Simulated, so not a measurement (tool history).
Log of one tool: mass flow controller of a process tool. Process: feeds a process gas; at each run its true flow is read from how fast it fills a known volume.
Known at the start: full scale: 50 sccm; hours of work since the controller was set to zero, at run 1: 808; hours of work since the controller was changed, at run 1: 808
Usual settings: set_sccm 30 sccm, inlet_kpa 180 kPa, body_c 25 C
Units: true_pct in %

run	hour	set_sccm	inlet_kpa	body_c	hours of work since the controller was set to zero	hours of work since the controller was changed	true_pct
1	0.0	30	180	25	808	808	99.27
2	449.4	30	180	25	1056	1056	99.36
3	718.2	30	180	25	1205	1205	99.47
4	1097.6	30	180	25	1414	1414	99.31
5	1482.4	30	180	25	1627	1627	99.39
6	1875.9	30	180	25	1844	1844	99.37
7	2221.5	30	180	25	2035	2035	99.51
8	2691.5	30	180	25	2294	2294	99.51
9	3202.7	30	180	23	2577	2577	99.37
10	3646.0	30	180	25	2822	2822	99.34
11	4122.1	6	180	25	3085	3085	98.58
12	4631.2	11	180	25	3366	3366	98.73
13	4849.6	30	261	25	3486	3486	98.90
14	5219.7	30	261	25	3691	3691	98.89
15	5532.5	18	180	25	3863	3863	98.99
16	6041.9	18	180	25	4145	4145	98.99
17	6344.2	18	211	25	4312	4312	98.74
# hour 6605.0: controller's zero set anew
18	6747.8	17	180	25	79	4534	99.00
19	7007.0	17	180	25	222	4677	99.09
20	7350.6	17	180	25	412	4867	98.89
21	7801.8	17	180	25	661	5116	98.86
22	8259.8	50	180	26	914	5369	100.25
23	8604.2	50	180	38	1104	5559	101.26
24	9094.1	50	180	38	1374	5830	101.12
25	9501.6	30	253	39	1599	6055	100.27
26	9880.6	12	180	35	1809	6264	99.65
27	10112.8	5	180	29	1937	6392	98.81
28	10326.1	5	180	29	2055	6510	98.97
29	10729.8	30	255	39	2278	6733	100.13
30	11227.7	6	158	31	2553	7008	99.33
31	11620.1	7	158	32	2769	7225	99.34
32	11912.0	7	158	32	2931	7386	99.31
33	12313.2	7	158	32	3152	7607	99.09
34	12719.3	7	158	32	3376	7832	99.18
35	13222.7	15	245	32	3654	8110	99.17
36	13432.7	15	245	32	3770	8226	99.05
37	13742.8	30	198	25	3941	8397	99.16
38	14105.9	16	178	40	4142	8597	100.05
39	14429.4	30	178	38	4321	8776	100.55
# hour 14664.8: controller's zero set anew
40	14828.4	5	237	38	90	8996	99.27
41	15217.3	5	237	26	305	9211	98.42
42	15460.6	5	237	26	439	9345	98.22

Forecast each of these 5 alternatives for the next run:
A	15668.1	8	237	28	554	9460	?
B	15668.1	30	180	39	554	9460	?
C	15668.1	24	274	25	554	9460	?
D	15668.1	30	241	25	554	9460	?
E	15668.1	23	180	26	554	9460	?

run	true_pct
A	98.52
B	100.55
C	98.54
D	99.09
E	99.16
Without the tool's hidden state the same runs would have given:
run	true_pct
A	98.53
B	100.56
C	98.55
D	99.10
E	99.17
